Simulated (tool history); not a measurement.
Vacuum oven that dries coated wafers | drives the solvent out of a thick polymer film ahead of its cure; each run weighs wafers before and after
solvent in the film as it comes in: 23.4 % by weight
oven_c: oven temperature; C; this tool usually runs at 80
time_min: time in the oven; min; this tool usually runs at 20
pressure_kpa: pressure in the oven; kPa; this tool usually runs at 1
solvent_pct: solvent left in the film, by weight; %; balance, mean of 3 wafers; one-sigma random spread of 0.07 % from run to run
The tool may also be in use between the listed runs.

run    hour  oven_c  time_min  pressure_kpa  solvent_pct
  1       0      80        20             1          5.8
  2   100.7      80        20             1         5.96
  3   226.6      80        20             1         5.37
  4   347.5      80        20             1         4.95
  5   450.8      80        20             1         4.87
  6   531.6      80        11             1         8.52
  7   604.2      80        20          3.25         9.57
  8   658.3      80        20          3.25         9.78
  9   750.6      80        20             1         5.25
 10   816.1      95        17          3.05         5.19
 11   870.3      95        17          3.05         5.21
 12   965.5      95        17          3.05         5.28
 13  1020.2      92        20             1         2.59
 14  1133.2      80        20          3.69        11.19
 15  1256.7      80        20          3.69        11.28
 16  1342.8      80        20          0.74         4.99
 17  1433.3      80        20          0.74         5.07

Removed from this log: 2 entries logged between the listed runs. Between which two listed runs does each belong, and how does the tool's hidden state at the listed run before it compare with that at the listed run after it?
Logged between run 2 and run 3: oven's thermocouples calibrated (hour 156.4)
  true wafer temperature over the reading, C: -2.01 -> 0.12; true pressure over the reading, kPa: 0.2 -> 0.215
  measured minus no-state result, solvent_pct: +1.02 -> +0.4 %
Logged between run 3 and run 4: vacuum gauge cleaned of residue and calibrated (hour 234)
  true wafer temperature over the reading, C: 0.12 -> -0.03; true pressure over the reading, kPa: 0.215 -> 0.018
  measured minus no-state result, solvent_pct: +0.4 -> +0.04 %
